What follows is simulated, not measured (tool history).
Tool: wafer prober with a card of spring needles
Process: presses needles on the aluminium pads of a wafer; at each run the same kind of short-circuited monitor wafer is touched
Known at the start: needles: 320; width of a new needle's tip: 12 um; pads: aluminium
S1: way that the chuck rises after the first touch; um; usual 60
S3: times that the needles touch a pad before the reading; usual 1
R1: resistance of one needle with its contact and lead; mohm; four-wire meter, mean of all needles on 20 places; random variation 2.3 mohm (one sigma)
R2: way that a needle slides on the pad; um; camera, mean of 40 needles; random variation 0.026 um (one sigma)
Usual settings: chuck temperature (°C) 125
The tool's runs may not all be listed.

{"run": 1, "hour": 0.0, "S1": 60, "chuck temperature (°C)": 125, "S3": 1, "R1": 279, "R2": 12.79}
{"hour": 0.9, "done": "tips cleaned on abrasive film"}
{"run": 2, "hour": 5.2, "S1": 60, "chuck temperature (°C)": 125, "S3": 1, "R1": 268, "R2": 12.77}
{"run": 3, "hour": 11.1, "S1": 60, "chuck temperature (°C)": 125, "S3": 2, "R1": 274, "R2": 12.75}
{"hour": 16.4, "done": "tips cleaned on abrasive film"}
{"run": 4, "hour": 18.2, "S1": 60, "chuck temperature (°C)": 125, "S3": 2, "R1": 259, "R2": 12.76}
{"run": 5, "hour": 25.7, "S1": 60, "chuck temperature (°C)": 125, "S3": 2, "R1": 265, "R2": 12.78}
{"hour": 31.9, "done": "tips cleaned on abrasive film"}
{"run": 6, "hour": 35.0, "S1": 60, "chuck temperature (°C)": 125, "S3": 2, "R1": 261, "R2": 12.74}
{"run": 7, "hour": 43.6, "S1": 70, "chuck temperature (°C)": 125, "S3": 1, "R1": 271, "R2": 14.91}
{"hour": 47.4, "done": "tips cleaned on abrasive film"}
{"run": 8, "hour": 53.1, "S1": 70, "chuck temperature (°C)": 125, "S3": 1, "R1": 269, "R2": 14.89}
{"hour": 62.7, "done": "tips cleaned on abrasive film"}
{"run": 9, "hour": 63.1, "S1": 60, "chuck temperature (°C)": 125, "S3": 2, "R1": 255, "R2": 12.73}
{"run": 10, "hour": 70.6, "S1": 58, "chuck temperature (°C)": 125, "S3": 2, "R1": 262, "R2": 12.29}
{"hour": 78.0, "done": "tips cleaned on abrasive film"}
{"run": 11, "hour": 80.0, "S1": 58, "chuck temperature (°C)": 125, "S3": 2, "R1": 255, "R2": 12.29}
{"run": 12, "hour": 89.5, "S1": 60, "chuck temperature (°C)": 125, "S3": 1, "R1": 276, "R2": 12.7}
{"hour": 93.3, "done": "tips cleaned on abrasive film"}
{"run": 13, "hour": 101.9, "S1": 60, "chuck temperature (°C)": 125, "S3": 1, "R1": 272, "R2": 12.76}
{"hour": 108.8, "done": "tips cleaned on abrasive film"}
{"run": 14, "hour": 113.0, "S1": 60, "chuck temperature (°C)": 125, "S3": 1, "R1": 267, "R2": 12.73}
{"run": 15, "hour": 120.4, "S1": 60, "chuck temperature (°C)": 81, "S3": 1, "R1": 261, "R2": 12.67}
{"hour": 124.0, "done": "tips cleaned on abrasive film"}
{"run": 16, "hour": 132.5, "S1": 60, "chuck temperature (°C)": 81, "S3": 1, "R1": 265, "R2": 12.74}
{"hour": 139.1, "done": "tips cleaned on abrasive film"}
{"run": 17, "hour": 144.1, "S1": 60, "chuck temperature (°C)": 81, "S3": 1, "R1": 260, "R2": 12.67}
{"hour": 154.1, "done": "tips cleaned on abrasive film"}
{"run": 18, "hour": 156.1, "S1": 60, "chuck temperature (°C)": 125, "S3": 2, "R1": 260, "R2": 12.66}
{"run": 19, "hour": 166.0, "S1": 58, "chuck temperature (°C)": 43, "S3": 1, "R1": 259, "R2": 12.25}
{"hour": 168.9, "done": "tips cleaned on abrasive film"}
{"run": 20, "hour": 177.7, "S1": 60, "chuck temperature (°C)": 59, "S3": 1, "R1": 257, "R2": 12.71}
{"hour": 184.1, "done": "tips cleaned on abrasive film"}
{"run": 21, "hour": 186.9, "S1": 60, "chuck temperature (°C)": 59, "S3": 1, "R1": 244, "R2": 12.67}
{"run": 22, "hour": 195.1, "S1": 60, "chuck temperature (°C)": 59, "S3": 1, "R1": 259, "R2": 12.72}
{"hour": 196.1, "done": "height of the first contact set anew"}
{"hour": 199.8, "done": "tips cleaned on abrasive film"}
{"run": 23, "hour": 207.7, "S1": 60, "chuck temperature (°C)": 33, "S3": 1, "R1": 255, "R2": 12.61}
{"hour": 214.9, "done": "tips cleaned on abrasive film"}
{"run": 24, "hour": 217.0, "S1": 54, "chuck temperature (°C)": 26, "S3": 1, "R1": 240, "R2": 11.37}
{"run": 25, "hour": 224.3, "S1": 60, "chuck temperature (°C)": 85, "S3": 2, "R1": 253, "R2": 12.58}
{"hour": 226.1, "done": "height of the first contact set anew, once more"}
{"hour": 230.2, "done": "tips cleaned on abrasive film"}
{"run": 26, "hour": 235.9, "S1": 67, "chuck temperature (°C)": 125, "S3": 2, "R1": 258, "R2": 14.36}
{"hour": 245.7, "done": "tips cleaned on abrasive film"}
{"run": 27, "hour": 247.4, "S1": 42, "chuck temperature (°C)": 125, "S3": 2, "R1": 266, "R2": 8.94}
{"run": 28, "hour": 252.7, "S1": 68, "chuck temperature (°C)": 35, "S3": 1, "R1": 245, "R2": 14.55}
{"run": 29, "hour": 259.0, "S1": 68, "chuck temperature (°C)": 68, "S3": 2, "R1": 251, "R2": 14.56}
{"hour": 261.2, "done": "tips cleaned on abrasive film"}
{"run": 30, "hour": 264.9, "S1": 56, "chuck temperature (°C)": 120, "S3": 2, "R1": 258, "R2": 11.95}
{"run": 31, "hour": 273.5, "S1": 73, "chuck temperature (°C)": 38, "S3": 2, "R1": 242, "R2": 15.55}
{"hour": 276.0, "done": "tips cleaned on abrasive film"}
{"run": 32, "hour": 284.8, "S1": 73, "chuck temperature (°C)": 38, "S3": 2, "R1": 244, "R2": 15.59}
{"hour": 291.2, "done": "tips cleaned on abrasive film"}
{"run": 33, "hour": 296.9, "S1": 78, "chuck temperature (°C)": 90, "S3": 2, "R1": 253, "R2": 16.69}

3 ways to go on from here, each from the tool as it stands after run 33. What would each give?
{"run": "A", "hour": 302.3, "S1": 60, "chuck temperature (°C)": 31, "S3": 2, "R1": "?", "R2": "?"}
{"run": "B", "hour": 302.3, "S1": 78, "chuck temperature (°C)": 90, "S3": 1, "R1": "?", "R2": "?"}
{"run": "C", "hour": 302.3, "S1": 67, "chuck temperature (°C)": 34, "S3": 1, "R1": "?", "R2": "?"}

run=A R1=247 R2=12.76
run=B R1=260 R2=16.68
run=C R1=251 R2=14.28
Without the tool's hidden state the same runs would have given:
run=A R1=232 R2=12.82
run=B R1=241 R2=16.74
run=C R1=230 R2=14.34
